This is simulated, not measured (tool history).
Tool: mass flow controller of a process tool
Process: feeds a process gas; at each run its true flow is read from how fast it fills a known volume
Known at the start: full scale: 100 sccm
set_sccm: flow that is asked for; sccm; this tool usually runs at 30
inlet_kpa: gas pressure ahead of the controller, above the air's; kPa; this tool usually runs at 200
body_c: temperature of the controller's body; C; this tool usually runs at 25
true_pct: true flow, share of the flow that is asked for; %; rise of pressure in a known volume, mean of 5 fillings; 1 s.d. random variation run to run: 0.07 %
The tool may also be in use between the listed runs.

run 1 hour=0.0 | set_sccm=30 inlet_kpa=200 body_c=25 | true_pct=99.26
run 2 hour=373.8 | set_sccm=30 inlet_kpa=200 body_c=25 | true_pct=99.36
run 3 hour=774.7 | set_sccm=30 inlet_kpa=159 body_c=25 | true_pct=99.57
run 4 hour=1302.9 | set_sccm=30 inlet_kpa=159 body_c=25 | true_pct=99.70
run 5 hour=1746.7 | set_sccm=30 inlet_kpa=159 body_c=25 | true_pct=100.06
run 6 hour=2160.8 | set_sccm=30 inlet_kpa=200 body_c=25 | true_pct=100.43
run 7 hour=2644.1 | set_sccm=30 inlet_kpa=142 body_c=25 | true_pct=100.37
run 8 hour=3049.2 | set_sccm=30 inlet_kpa=142 body_c=25 | true_pct=100.53
run 9 hour=3491.7 | set_sccm=30 inlet_kpa=142 body_c=25 | true_pct=100.90
run 10 hour=3966.8 | set_sccm=30 inlet_kpa=142 body_c=25 | true_pct=101.14
run 11 hour=4479.4 | set_sccm=30 inlet_kpa=142 body_c=25 | true_pct=101.34
-- hour=4531.6 controller's zero set anew
run 12 hour=4935.1 | set_sccm=30 inlet_kpa=200 body_c=32 | true_pct=102.91
run 13 hour=5392.3 | set_sccm=30 inlet_kpa=200 body_c=34 | true_pct=103.13
run 14 hour=5947.2 | set_sccm=80 inlet_kpa=179 body_c=38 | true_pct=102.61
run 15 hour=6506.8 | set_sccm=80 inlet_kpa=147 body_c=38 | true_pct=102.84
run 16 hour=6843.7 | set_sccm=21 inlet_kpa=147 body_c=25 | true_pct=105.14
run 17 hour=7117.2 | set_sccm=22 inlet_kpa=164 body_c=33 | true_pct=105.42
run 18 hour=7654.9 | set_sccm=22 inlet_kpa=164 body_c=33 | true_pct=105.71
-- hour=7726.8 controller's zero set anew, once more
run 19 hour=8187.3 | set_sccm=22 inlet_kpa=164 body_c=33 | true_pct=99.76
run 20 hour=8738.1 | set_sccm=22 inlet_kpa=164 body_c=33 | true_pct=100.05
run 21 hour=8992.1 | set_sccm=22 inlet_kpa=164 body_c=33 | true_pct=100.45
run 22 hour=9373.4 | set_sccm=22 inlet_kpa=164 body_c=33 | true_pct=100.50
run 23 hour=9701.5 | set_sccm=98 inlet_kpa=214 body_c=33 | true_pct=102.65
run 24 hour=9971.4 | set_sccm=98 inlet_kpa=214 body_c=33 | true_pct=102.79
run 25 hour=10424.8 | set_sccm=98 inlet_kpa=270 body_c=20 | true_pct=102.71
run 26 hour=10701.5 | set_sccm=42 inlet_kpa=253 body_c=33 | true_pct=101.68

For some of the steps in true_pct from one run to the next: how much would appear even if the tool had no hidden state, given the settings, what came in and random variation, and how much remains for the hidden state plus any gauge scatter that the measured result and the result without hidden state don't share?
The tool's hidden condition here consists of: flow at rest that the sensor doesn't see, % of full scale; true flow over the shown one, %; drift of the gauge itself on true_pct, %.
Run 15 -> 16: set_sccm 80 -> 21, body_c 38 -> 25. true_pct +2.30 %: hidden state +4.77, all else -2.47.
Run 18 -> 19: controller's zero set anew, once more. true_pct -5.95 %: hidden state -5.96, all else +0.01.
